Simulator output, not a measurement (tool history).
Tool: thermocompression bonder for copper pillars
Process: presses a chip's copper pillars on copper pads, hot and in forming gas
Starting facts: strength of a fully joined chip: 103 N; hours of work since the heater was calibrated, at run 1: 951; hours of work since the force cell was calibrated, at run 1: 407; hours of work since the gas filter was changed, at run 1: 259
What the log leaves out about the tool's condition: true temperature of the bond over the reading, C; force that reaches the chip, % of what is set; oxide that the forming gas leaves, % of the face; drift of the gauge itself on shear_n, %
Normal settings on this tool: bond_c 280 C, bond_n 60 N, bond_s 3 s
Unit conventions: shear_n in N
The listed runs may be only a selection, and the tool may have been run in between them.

| run | hour | bond_c | bond_n | bond_s | hours of work since the heater was calibrated | hours of work since the force cell was calibrated | hours of work since the gas filter was changed | shear_n |
|---|---|---|---|---|---|---|---|---|
| 1 | 0.0 | 280 | 60 | 3 | 951 | 407 | 259 | 59.8 |
| 2 | 12.0 | 280 | 60 | 3 | 959 | 415 | 266 | 59.4 |
| 3 | 22.8 | 280 | 60 | 6 | 966 | 421 | 273 | 71.2 |
| 4 | 39.3 | 281 | 60 | 3 | 977 | 432 | 284 | 59.8 |
| 5 | 46.9 | 281 | 60 | 3 | 981 | 437 | 289 | 59.5 |
| 6 | 57.7 | 281 | 60 | 3 | 988 | 444 | 296 | 60.5 |
| 7 | 70.7 | 280 | 60 | 3 | 997 | 452 | 304 | 59.1 |
| 8 | 86.5 | 280 | 60 | 3 | 1007 | 462 | 314 | 58.7 |
| 9 | 97.0 | 280 | 60 | 5 | 1013 | 469 | 321 | 67.4 |
| 10 | 104.2 | 280 | 60 | 5 | 1018 | 474 | 325 | 67.6 |
| 11 | 120.1 | 280 | 60 | 5 | 1028 | 484 | 336 | 66.9 |
| 12 | 129.6 | 280 | 60 | 5 | 1034 | 490 | 342 | 67.3 |
| 13 | 145.8 | 291 | 60 | 5 | 1045 | 500 | 352 | 73.9 |
| 14 | 161.8 | 257 | 60 | 3 | 1055 | 511 | 362 | 42.5 |
| 15 | 169.5 | 268 | 60 | 3 | 1060 | 515 | 367 | 49.8 |
| 16 | 183.0 | 280 | 60 | 3 | 1069 | 524 | 376 | 58.0 |
| 17 | 191.2 | 280 | 60 | 3 | 1074 | 529 | 381 | 57.7 |
|  | 193.8 | force cell calibrated |
| 18 | 204.2 | 280 | 60 | 3 | 1081 | 7 | 389 | 58.5 |
| 19 | 213.0 | 280 | 60 | 2 | 1087 | 12 | 394 | 51.3 |
| 20 | 222.2 | 280 | 60 | 2 | 1093 | 18 | 400 | 51.1 |
| 21 | 238.4 | 280 | 60 | 2 | 1103 | 29 | 411 | 51.1 |
| 22 | 249.9 | 280 | 60 | 2 | 1111 | 36 | 418 | 50.8 |
|  | 257.0 | force cell calibrated, once more |
| 23 | 266.9 | 294 | 77 | 4 | 1121 | 6 | 428 | 76.2 |
| 24 | 283.6 | 294 | 77 | 4 | 1131 | 17 | 439 | 76.0 |
| 25 | 294.3 | 294 | 77 | 4 | 1138 | 24 | 445 | 75.9 |
| 26 | 304.5 | 271 | 60 | 3 | 1145 | 31 | 452 | 50.7 |
|  | 310.2 | forming gas filter changed |
| 27 | 317.1 | 268 | 60 | 5 | 1152 | 38 | 4 | 63.8 |
| 28 | 329.4 | 268 | 60 | 5 | 1160 | 46 | 12 | 64.6 |
| 29 | 338.0 | 268 | 60 | 4 | 1166 | 52 | 18 | 60.0 |
| 30 | 349.7 | 310 | 39 | 4 | 1173 | 59 | 25 | 76.8 |
| 31 | 360.5 | 310 | 37 | 8 | 1180 | 66 | 32 | 85.9 |
| 32 | 367.9 | 263 | 63 | 5 | 1185 | 71 | 37 | 61.2 |
| 33 | 378.2 | 263 | 63 | 5 | 1191 | 77 | 44 | 61.2 |
| 34 | 390.1 | 255 | 48 | 3 | 1199 | 85 | 51 | 39.2 |
| 35 | 401.1 | 307 | 64 | 2 | 1206 | 92 | 58 | 76.0 |
| 36 | 409.5 | 301 | 65 | 2 | 1212 | 97 | 64 | 72.3 |
| 37 | 421.4 | 262 | 65 | 2 | 1219 | 105 | 71 | 45.0 |
| 38 | 430.1 | 262 | 64 | 5 | 1225 | 111 | 77 | 60.2 |
| 39 | 441.6 | 280 | 60 | 2 | 1232 | 118 | 84 | 55.0 |

Measured minus without-hidden-state, run by run (identical run-to-run variation in each term; gauge scatter may differ):
| run | shear_n |
|---|---|
| 1 | -0.5 |
| 2 | -0.7 |
| 3 | -1.8 |
| 4 | -1.0 |
| 5 | -1.0 |
| 6 | -1.1 |
| 7 | -1.1 |
| 8 | -1.2 |
| 9 | -2.2 |
| 10 | -2.3 |
| 11 | -2.4 |
| 12 | -2.5 |
| 13 | -3.7 |
| 14 | -0.5 |
| 15 | -1.1 |
| 16 | -2.0 |
| 17 | -2.1 |
| 18 | -2.0 |
| 19 | -1.4 |
| 20 | -1.5 |
| 21 | -1.7 |
| 22 | -1.7 |
| 23 | -6.4 |
| 24 | -6.6 |
| 25 | -6.7 |
| 26 | -2.8 |
| 27 | +3.6 |
| 28 | +3.6 |
| 29 | +3.4 |
| 30 | +2.6 |
| 31 | +1.8 |
| 32 | +3.2 |
| 33 | +3.2 |
| 34 | +2.8 |
| 35 | +2.1 |
| 36 | +2.3 |
| 37 | +2.8 |
| 38 | +2.8 |
| 39 | +2.5 |
